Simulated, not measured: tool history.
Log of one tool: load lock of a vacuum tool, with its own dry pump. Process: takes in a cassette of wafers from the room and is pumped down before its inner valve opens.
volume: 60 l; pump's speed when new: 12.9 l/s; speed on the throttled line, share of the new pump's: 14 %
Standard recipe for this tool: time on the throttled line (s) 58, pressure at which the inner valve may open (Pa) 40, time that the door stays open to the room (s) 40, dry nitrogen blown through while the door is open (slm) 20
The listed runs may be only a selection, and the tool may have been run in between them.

run    hour  time on the throttled line (s)  pressure at which the inner valve may open (Pa)  time that the door stays open to the room (s)  dry nitrogen blown through while the door is open (slm)  incoming humidity of the room's air, %  time from the closed door until the inner valve may open (s)  rise of the pressure with all valves shut (Pa/min)
  1     0.0                              58                                               40                                             40                                                       20                                    42.7                                                          86.5                                               0.014
  2    95.7                              58                                               40                                             40                                                       20                                    44.7                                                          86.2                                               0.010
  3   201.7                              58                                               40                                             40                                                       20                                    46.7                                                          86.7                                               0.017
  4   259.0                              58                                               40                                             58                                                       20                                    46.4                                                          86.6                                               0.018
  5   380.1                              55                                               40                                             40                                                       20                                    45.9                                                          83.8                                               0.011
  6   503.1                              55                                               40                                             40                                                       20                                    43.2                                                          84.1                                               0.016
  7   585.6                              55                                               40                                             40                                                       20                                    49.3                                                          84.3                                               0.014
  8   647.2                              58                                               40                                             40                                                       20                                    46.5                                                          86.6                                               0.019
  9   743.1                              58                                               76                                             40                                                       20                                    47.7                                                          83.3                                               0.018
 10   806.2                              58                                               76                                             40                                                       20                                    43.3                                                          83.7                                               0.022
 11   885.0                             104                                               40                                             40                                                       20                                    45.9                                                         125.9                                               0.018
 12   936.1                              58                                               40                                             40                                                       20                                    46.0                                                          86.4                                               0.020
 13  1021.5                              58                                               40                                             40                                                       20                                    44.3                                                          86.4                                               0.016
 14  1109.8                              93                                               40                                             40                                                       20                                    48.9                                                         116.8                                               0.016
 15  1219.8                              93                                               40                                             40                                                       20                                    47.3                                                         116.9                                               0.023
 16  1316.7                              93                                               40                                             40                                                       20                                    45.0                                                         116.4                                               0.021
 17  1387.3                              58                                               40                                             29                                                       20                                    46.7                                                          87.1                                               0.018
 18  1463.0                              58                                               40                                             29                                                       20                                    47.4                                                          86.6                                               0.018
 19  1532.2                              81                                               40                                             40                                                       20                                    46.4                                                         106.6                                               0.025
 20  1642.2                              58                                               40                                             40                                                       40                                    46.7                                                          86.7                                               0.021
 21  1762.5                              58                                               40                                             31                                                       40                                    42.7                                                          86.9                                               0.017
 22  1823.1                              74                                               40                                            150                                                       20                                    44.9                                                         100.6                                               0.033
 23  1917.1                              74                                               40                                            150                                                       20                                    43.5                                                         100.5                                               0.033
 24  2003.0                             107                                               34                                            130                                                        8                                    42.5                                                         130.3                                               0.048
 25  2079.8                              88                                               40                                            132                                                        7                                    45.4                                                         112.6                                               0.051
 26  2145.4                              58                                               40                                             79                                                       20                                    43.1                                                          86.7                                               0.029
 27  2215.2                              41                                               40                                             40                                                       16                                    50.4                                                          72.2                                               0.029
 28  2282.3                              84                                               40                                            207                                                       10                                    44.0                                                         108.8                                               0.057
 29  2375.9                              84                                               40                                            207                                                       10                                    44.6                                                         109.3                                               0.052
 30  2495.9                              84                                               40                                            207                                                       10                                    42.9                                                         109.3                                               0.049
 31  2600.8                             110                                               40                                             40                                                       20                                    45.3                                                         131.6                                               0.027
 32  2678.8                             110                                               38                                             69                                                       20                                    46.9                                                         132.5                                               0.025
 33  2796.2                              42                                               38                                             69                                                       17                                    43.5                                                          73.4                                               0.032
 34  2852.3                              42                                               47                                             69                                                        7                                    43.3                                                          72.4                                               0.041
 35  2926.1                              42                                               47                                             69                                                        7                                    46.0                                                          72.0                                               0.044
 36  2982.8                              74                                               32                                             33                                                       35                                    41.5                                                         101.8                                               0.018
 37  3033.9                              46                                               75                                            112                                                       26                                    46.1                                                          73.9                                               0.030

The logged runs with the hidden state left out (each run's random variation unchanged):
Hidden conditions of the tool in this case: pump's speed, % of a new pump's; leak at the door's seal, Pa l/s; drift of the gauge itself on ready_s, %; drift of the gauge itself on rise_pa_min, %.
run  rise of the pressure with all valves shut (Pa/min)
  1                                               0.013
  2                                               0.008
  3                                               0.015
  4                                               0.016
  5                                               0.008
  6                                               0.012
  7                                               0.010
  8                                               0.015
  9                                               0.014
 10                                               0.018
 11                                               0.013
 12                                               0.015
 13                                               0.011
 14                                               0.011
 15                                               0.018
 16                                               0.015
 17                                               0.011
 18                                               0.012
 19                                               0.018
 20                                               0.013
 21                                               0.009
 22                                               0.025
 23                                               0.025
 24                                               0.039
 25                                               0.042
 26                                               0.019
 27                                               0.019
 28                                               0.047
 29                                               0.042
 30                                               0.038
 31                                               0.015
 32                                               0.013
 33                                               0.019
 34                                               0.028
 35                                               0.030
 36                                               0.004
 37                                               0.016
time from the closed door until the inner valve may open (s): within 0.3 of the measured result in every run.
